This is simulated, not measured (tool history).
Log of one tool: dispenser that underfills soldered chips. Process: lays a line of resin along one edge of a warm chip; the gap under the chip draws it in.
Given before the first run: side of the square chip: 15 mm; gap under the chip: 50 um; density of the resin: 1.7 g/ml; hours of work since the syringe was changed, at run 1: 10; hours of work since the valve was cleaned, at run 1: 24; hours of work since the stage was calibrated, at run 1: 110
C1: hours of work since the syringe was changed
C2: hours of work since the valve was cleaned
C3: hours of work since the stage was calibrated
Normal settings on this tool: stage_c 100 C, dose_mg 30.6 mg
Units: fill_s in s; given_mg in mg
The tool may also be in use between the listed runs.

Run 1, hour 0: usual settings; C1 10; C2 24; C3 110. Result: fill_s 129 s, given_mg 30.01 mg.
At hour 2.3: new syringe of resin.
Run 2, hour 3.7: usual settings; C1 1; C2 27; C3 112. Result: fill_s 59.5 s, given_mg 29.93 mg.
Run 3, hour 7: usual settings; C1 3; C2 29; C3 114. Result: fill_s 71.3 s, given_mg 30.14 mg.
Run 4, hour 9.4: usual settings; C1 5; C2 30; C3 116. Result: fill_s 80.7 s, given_mg 29.84 mg.
Run 5, hour 13.8: usual settings but dose_mg 38.6 mg; C1 8; C2 33; C3 119. Result: fill_s 102 s, given_mg 37.58 mg.
Run 6, hour 17.9: usual settings; C1 10; C2 36; C3 122. Result: fill_s 129 s, given_mg 29.92 mg.
At hour 20.3: new syringe of resin.
Run 7, hour 20.3: usual settings; C1 0; C2 37; C3 123. Result: fill_s 56.1 s, given_mg 29.94 mg.
Run 8, hour 24.4: usual settings; C1 3; C2 40; C3 126. Result: fill_s 70.1 s, given_mg 29.75 mg.
Run 9, hour 27.2: usual settings; C1 5; C2 42; C3 127. Result: fill_s 80.6 s, given_mg 29.98 mg.
Run 10, hour 32: usual settings but stage_c 85 C; C1 8; C2 45; C3 131. Result: fill_s 218.4 s, given_mg 29.67 mg.
Run 11, hour 35.6: usual settings but stage_c 85 C; C1 10; C2 48; C3 133. Result: fill_s 265.7 s, given_mg 29.78 mg.
At hour 38.2: new syringe of resin.
Run 12, hour 40.2: usual settings but stage_c 85 C; C1 1; C2 50; C3 136. Result: fill_s 127.4 s, given_mg 29.46 mg.
Run 13, hour 42.9: usual settings but stage_c 87 C; C1 3; C2 52; C3 138. Result: fill_s 132.5 s, given_mg 29.55 mg.
Run 14, hour 47.7: usual settings but stage_c 87 C; C1 6; C2 55; C3 141. Result: fill_s 172.5 s, given_mg 29.52 mg.
Run 15, hour 50.2: usual settings but stage_c 87 C; C1 8; C2 57; C3 143. Result: fill_s 196.4 s, given_mg 29.57 mg.
Run 16, hour 53.3: usual settings but dose_mg 33.8 mg; C1 10; C2 59; C3 145. Result: fill_s 124.2 s, given_mg 32.74 mg.
At hour 55.9: new syringe of resin.
Run 17, hour 58.3: usual settings but dose_mg 33.8 mg; C1 2; C2 62; C3 148. Result: fill_s 61.6 s, given_mg 32.87 mg.
Run 18, hour 60.4: usual settings but dose_mg 31.3 mg; C1 3; C2 64; C3 149. Result: fill_s 69.6 s, given_mg 30.17 mg.
Run 19, hour 62.6: usual settings but dose_mg 36 mg; C1 4; C2 65; C3 151. Result: fill_s 77.1 s, given_mg 34.69 mg.
Run 20, hour 66.3: usual settings but stage_c 102 C, dose_mg 30.4 mg; C1 7; C2 68; C3 153. Result: fill_s 86.5 s, given_mg 28.88 mg.
Run 21, hour 69.6: usual settings but dose_mg 39.1 mg; C1 9; C2 70; C3 155. Result: fill_s 110.6 s, given_mg 37.13 mg.
Run 22, hour 71.8: usual settings but dose_mg 39.1 mg; C1 11; C2 71; C3 157. Result: fill_s 127.5 s, given_mg 37.83 mg.
At hour 73.7: new syringe of resin.
Run 23, hour 75.7: usual settings but stage_c 93 C, dose_mg 37.9 mg; C1 1; C2 74; C3 159. Result: fill_s 81.6 s, given_mg 36.31 mg.
Run 24, hour 78.2: usual settings but stage_c 93 C, dose_mg 37.9 mg; C1 3; C2 75; C3 161. Result: fill_s 94.6 s, given_mg 36.37 mg.
Run 25, hour 82.5: usual settings but stage_c 101 C, dose_mg 36.4 mg; C1 6; C2 78; C3 164. Result: fill_s 82 s, given_mg 34.76 mg.
Run 26, hour 84.8: usual settings but stage_c 101 C, dose_mg 36.4 mg; C1 7; C2 80; C3 165. Result: fill_s 90.7 s, given_mg 34.76 mg.
Run 27, hour 86.8: usual settings but stage_c 98 C, dose_mg 29.7 mg; C1 9; C2 81; C3 166. Result: fill_s 120.5 s, given_mg 28.25 mg.
Run 28, hour 89.4: usual settings but stage_c 92 C, dose_mg 33.7 mg; C1 10; C2 83; C3 168. Result: fill_s 182.6 s, given_mg 32.07 mg.
At hour 91.4: new syringe of resin.
Run 29, hour 94.3: usual settings but stage_c 110 C, dose_mg 36 mg; C1 2; C2 86; C3 171. Result: fill_s 40.2 s, given_mg 34.09 mg.
Run 30, hour 97.1: usual settings but stage_c 87 C, dose_mg 38.5 mg; C1 4; C2 88; C3 173. Result: fill_s 138.5 s, given_mg 36.25 mg.
Run 31, hour 101.7: usual settings but stage_c 87 C, dose_mg 38.5 mg; C1 7; C2 91; C3 176. Result: fill_s 176.2 s, given_mg 36.47 mg.
Run 32, hour 106.3: usual settings but stage_c 87 C, dose_mg 33.6 mg; C1 10; C2 94; C3 179. Result: fill_s 229.1 s, given_mg 31.48 mg.
Run 33, hour 108.4: usual settings but stage_c 87 C, dose_mg 33.6 mg; C1 11; C2 95; C3 181. Result: fill_s 257.4 s, given_mg 31.64 mg.
At hour 109.2: new syringe of resin.
Run 34, hour 110.6: usual settings but stage_c 87 C, dose_mg 29.8 mg; C1 1; C2 96; C3 182. Result: fill_s 112 s, given_mg 28.27 mg.
Run 35, hour 114.7: usual settings but stage_c 93 C, dose_mg 33.6 mg; C1 4; C2 99; C3 185. Result: fill_s 102.1 s, given_mg 31.36 mg.
Run 36, hour 117.4: usual settings but stage_c 93 C, dose_mg 33.6 mg; C1 5; C2 101; C3 186. Result: fill_s 116.2 s, given_mg 31.43 mg.
Run 37, hour 120.7: usual settings but stage_c 88 C; C1 8; C2 103; C3 189. Result: fill_s 181.9 s, given_mg 28.71 mg.

Hidden condition of the tool, last listed run before each entry between runs versus first listed run after:
Run 1 -> run 2: new syringe of resin (hour 2.3)
  resin's viscosity, % of fresh resin's: 235.7 -> 108.3; dose that the valve gives, % of what is set: 98.4 -> 98.27; true chip temperature over the reading, C: 0.37 -> 0.38
  measured less the result without the state, fill_s: +73.3 -> +3.7 s; given_mg: -0.49 -> -0.53 mg
Run 6 -> run 7: new syringe of resin (hour 20.3)
  resin's viscosity, % of fresh resin's: 232.7 -> 101.1; dose that the valve gives, % of what is set: 97.74 -> 97.67
  measured less the result without the state, fill_s: +72.5 -> -0.3 s; given_mg: -0.69 -> -0.72 mg
Run 11 -> run 12: new syringe of resin (hour 38.2)
  resin's viscosity, % of fresh resin's: 229.4 -> 111; dose that the valve gives, % of what is set: 97.08 -> 96.91; true chip temperature over the reading, C: 0.44 -> 0.45
  measured less the result without the state, fill_s: +147.7 -> +10.4 s; given_mg: -0.9 -> -0.94 mg
Run 16 -> run 17: new syringe of resin (hour 55.9)
  resin's viscosity, % of fresh resin's: 223.6 -> 112.7; dose that the valve gives, % of what is set: 96.41 -> 96.23; true chip temperature over the reading, C: 0.48 -> 0.49
  measured less the result without the state, fill_s: +67.6 -> +5.8 s; given_mg: -1.21 -> -1.29 mg
Run 22 -> run 23: new syringe of resin (hour 73.7)
  resin's viscosity, % of fresh resin's: 232.8 -> 109.6; dose that the valve gives, % of what is set: 95.74 -> 95.59; true chip temperature over the reading, C: 0.52 -> 0.53
  measured less the result without the state, fill_s: +71.5 -> +5.4 s; given_mg: -1.69 -> -1.67 mg
Run 28 -> run 29: new syringe of resin (hour 91.4)
  resin's viscosity, % of fresh resin's: 227.5 -> 117.3; dose that the valve gives, % of what is set: 95.08 -> 94.9; true chip temperature over the reading, C: 0.56 -> 0.57
  measured less the result without the state, fill_s: +100.4 -> +5.1 s; given_mg: -1.66 -> -1.83 mg
Run 33 -> run 34: new syringe of resin (hour 109.2)
  resin's viscosity, % of fresh resin's: 249.2 -> 108.6; dose that the valve gives, % of what is set: 94.35 -> 94.28
  measured less the result without the state, fill_s: +151.5 -> +6.7 s; given_mg: -1.9 -> -1.73 mg
